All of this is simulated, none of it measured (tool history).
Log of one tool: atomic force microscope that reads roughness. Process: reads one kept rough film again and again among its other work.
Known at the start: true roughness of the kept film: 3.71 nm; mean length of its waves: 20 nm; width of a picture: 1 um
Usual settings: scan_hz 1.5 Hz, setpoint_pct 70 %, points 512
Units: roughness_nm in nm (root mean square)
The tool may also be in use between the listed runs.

run 1 hour=0 | scan_hz=1.5 setpoint_pct=70 points=512 | roughness_nm=2.909
run 2 hour=19.4 | scan_hz=1.5 setpoint_pct=70 points=512 | roughness_nm=2.896
run 3 hour=54.8 | scan_hz=1.5 setpoint_pct=70 points=517 | roughness_nm=2.901
-- hour=65.2 new tip fitted
run 4 hour=75 | scan_hz=1.5 setpoint_pct=70 points=517 | roughness_nm=2.907
run 5 hour=102.9 | scan_hz=1.5 setpoint_pct=70 points=512 | roughness_nm=2.908
run 6 hour=133.6 | scan_hz=1.5 setpoint_pct=70 points=512 | roughness_nm=2.885
-- hour=152.1 new tip fitted
run 7 hour=170.1 | scan_hz=1.5 setpoint_pct=70 points=512 | roughness_nm=2.908

The next listed run, before its measurement:
run 8 hour=202.1 | scan_hz=2.58 setpoint_pct=70 points=512 | roughness_nm=?

roughness_nm: 2.763 nm (root mean square)
Without the tool's hidden state the same run would have given roughness_nm 2.772 nm (root mean square).
